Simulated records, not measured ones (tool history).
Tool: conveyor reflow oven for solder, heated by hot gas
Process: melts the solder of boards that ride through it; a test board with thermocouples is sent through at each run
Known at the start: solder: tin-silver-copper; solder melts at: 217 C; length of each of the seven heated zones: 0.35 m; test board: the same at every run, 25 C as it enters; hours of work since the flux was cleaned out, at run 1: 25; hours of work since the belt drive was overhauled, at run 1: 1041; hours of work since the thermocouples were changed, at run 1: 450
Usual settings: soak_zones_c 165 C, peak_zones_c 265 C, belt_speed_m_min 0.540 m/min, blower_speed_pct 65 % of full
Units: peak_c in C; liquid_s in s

run	hour	soak_zones_c	peak_zones_c	belt_speed_m_min	blower_speed_pct	hours of work since the flux was cleaned out	hours of work since the belt drive was overhauled	hours of work since the thermocouples were changed	peak_c	liquid_s
1	0.0	165	265	0.540	65	25	1041	450	248.8	55.3
2	51.7	165	265	0.540	65	49	1065	473	248.9	54.5
3	114.8	165	265	0.540	65	78	1094	502	248.5	54.2
4	175.9	165	267	0.540	65	106	1122	530	249.9	55.5
5	212.9	165	265	0.540	65	123	1138	547	248.3	54.2
6	268.8	165	265	0.540	65	148	1164	573	247.8	54.1
7	329.7	165	265	0.540	65	176	1192	601	247.9	53.4
8	382.5	155	265	0.540	65	201	1216	625	245.5	48.6
9	424.7	165	265	0.540	65	220	1235	644	246.7	53.6
10	464.3	165	265	0.540	82	238	1254	662	251.1	57.7
11	496.0	165	265	0.540	65	252	1268	677	246.6	53.1
12	548.1	165	265	0.540	65	276	1292	701	246.1	52.1
13	606.7	165	278	0.540	65	303	1319	728	257.7	60.9
14	640.0	165	265	0.540	65	318	1334	743	245.8	51.8
15	707.9	165	265	0.540	65	349	1365	774	245.2	51.6
# hour 744.2: thermocouples of zones 6 and 7 changed
16	746.0	165	265	0.540	90	366	1382	1	253.9	60.4
17	793.2	158	265	0.540	87	388	1403	22	252.3	57.4
# hour 816.4: flux residue cleaned out of gas plates and filters
18	849.9	175	266	0.540	76	15	1427	46	255.7	64.6
19	896.9	175	253	0.540	74	37	1448	68	242.7	55.8
20	964.9	175	253	0.540	74	68	1480	99	242.4	56.0
21	1032.8	175	253	0.540	74	99	1511	130	242.9	55.2
22	1065.1	165	265	0.448	63	114	1525	145	254.8	74.0
23	1105.5	152	265	0.609	87	132	1544	163	249.7	47.4
24	1164.2	176	271	0.609	87	159	1571	190	258.7	59.0
25	1200.6	153	265	0.447	54	176	1587	207	249.5	64.0
26	1239.8	153	265	0.447	54	194	1605	225	249.9	64.2
27	1306.8	153	265	0.447	54	225	1636	255	249.1	64.4
28	1338.4	153	265	0.447	54	239	1651	270	249.6	63.9
29	1402.5	165	265	0.540	74	268	1680	299	250.8	57.4
30	1449.0	165	265	0.540	74	290	1701	320	250.7	57.4

Forecast each of these 4 alternatives for the next run:
A	1495.8	165	262	0.609	65	311	1723	342	?	?
B	1495.8	168	269	0.472	65	311	1723	342	?	?
C	1495.8	159	265	0.540	73	311	1723	342	?	?
D	1495.8	178	265	0.497	74	311	1723	342	?	?

run	peak_c	liquid_s
A	241.1	41.5
B	255.8	72.0
C	248.9	55.0
D	254.2	71.3
Without the tool's hidden state the same runs would have given:
run	peak_c	liquid_s
A	243.0	41.7
B	257.4	69.9
C	251.1	54.5
D	255.9	69.3

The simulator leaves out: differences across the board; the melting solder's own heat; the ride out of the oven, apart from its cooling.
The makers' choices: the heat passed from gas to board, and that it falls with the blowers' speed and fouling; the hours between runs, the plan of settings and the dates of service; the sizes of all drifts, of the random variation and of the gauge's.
